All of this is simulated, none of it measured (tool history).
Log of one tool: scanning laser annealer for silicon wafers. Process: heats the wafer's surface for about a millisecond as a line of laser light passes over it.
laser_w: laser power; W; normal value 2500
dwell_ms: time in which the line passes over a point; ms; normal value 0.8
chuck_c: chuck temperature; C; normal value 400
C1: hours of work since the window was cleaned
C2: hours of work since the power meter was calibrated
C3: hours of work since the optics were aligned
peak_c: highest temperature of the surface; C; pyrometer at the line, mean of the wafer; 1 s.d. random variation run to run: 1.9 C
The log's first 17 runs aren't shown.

Run 18, hour 517.1: usual settings but laser_w 2538 W; C1 163; C2 264; C3 1062. Result: peak_c 1222 C.
Run 19, hour 538.2: usual settings but laser_w 2538 W; C1 173; C2 274; C3 1071. Result: peak_c 1223 C.
Run 20, hour 567.3: usual settings but laser_w 2697 W; C1 187; C2 287; C3 1085. Result: peak_c 1292 C.
Run 21, hour 608.4: usual settings but laser_w 2374 W, dwell_ms 0.704 ms, chuck_c 375 C; C1 206; C2 307; C3 1104. Result: peak_c 1081 C.
Run 22, hour 634.3: usual settings but laser_w 2622 W, dwell_ms 0.95 ms, chuck_c 427 C; C1 218; C2 319; C3 1117. Result: peak_c 1359 C.
Run 23, hour 670.7: usual settings but laser_w 2622 W, dwell_ms 0.95 ms, chuck_c 427 C; C1 235; C2 336; C3 1134. Result: peak_c 1356 C.
Run 24, hour 690.6: usual settings but laser_w 2299 W, dwell_ms 0.956 ms, chuck_c 393 C; C1 245; C2 345; C3 1143. Result: peak_c 1176 C.
Run 25, hour 733.4: usual settings but laser_w 2267 W; C1 265; C2 366; C3 1163. Result: peak_c 1109 C.
Run 26, hour 776.2: usual settings but laser_w 2156 W, dwell_ms 0.748 ms, chuck_c 370 C; C1 285; C2 386; C3 1183. Result: peak_c 1009 C.
Run 27, hour 817.5: usual settings but laser_w 2156 W, dwell_ms 0.748 ms, chuck_c 370 C; C1 305; C2 405; C3 1203. Result: peak_c 1012 C.
Run 28, hour 859.7: usual settings but laser_w 2457 W; C1 324; C2 425; C3 1223. Result: peak_c 1189 C.
Run 29, hour 882.3: usual settings but laser_w 2457 W; C1 335; C2 436; C3 1233. Result: peak_c 1190 C.
At hour 913.4: window over the wafer cleaned.
Run 30, hour 915.6: usual settings but laser_w 2302 W, dwell_ms 0.976 ms; C1 1; C2 450; C3 1248. Result: peak_c 1193 C.

Below are 3 alternative next runs, each starting from the tool's condition after run 30. Predict each:
Run A, hour 933.3: usual settings but laser_w 2619 W, dwell_ms 0.976 ms; C1 9; C2 459; C3 1256. Result: peak_c ?.
Run B, hour 933.3: usual settings but laser_w 2743 W, dwell_ms 0.791 ms, chuck_c 386 C; C1 9; C2 459; C3 1256. Result: peak_c ?.
Run C, hour 933.3: usual settings but laser_w 2302 W, dwell_ms 0.637 ms; C1 9; C2 459; C3 1256. Result: peak_c ?.

run  peak_c
  A    1345
  B    1296
  C    1047
The same runs, with their run-to-run variation unchanged, on a tool lacking any hidden condition would have given:
run  peak_c
  A    1345
  B    1296
  C    1047
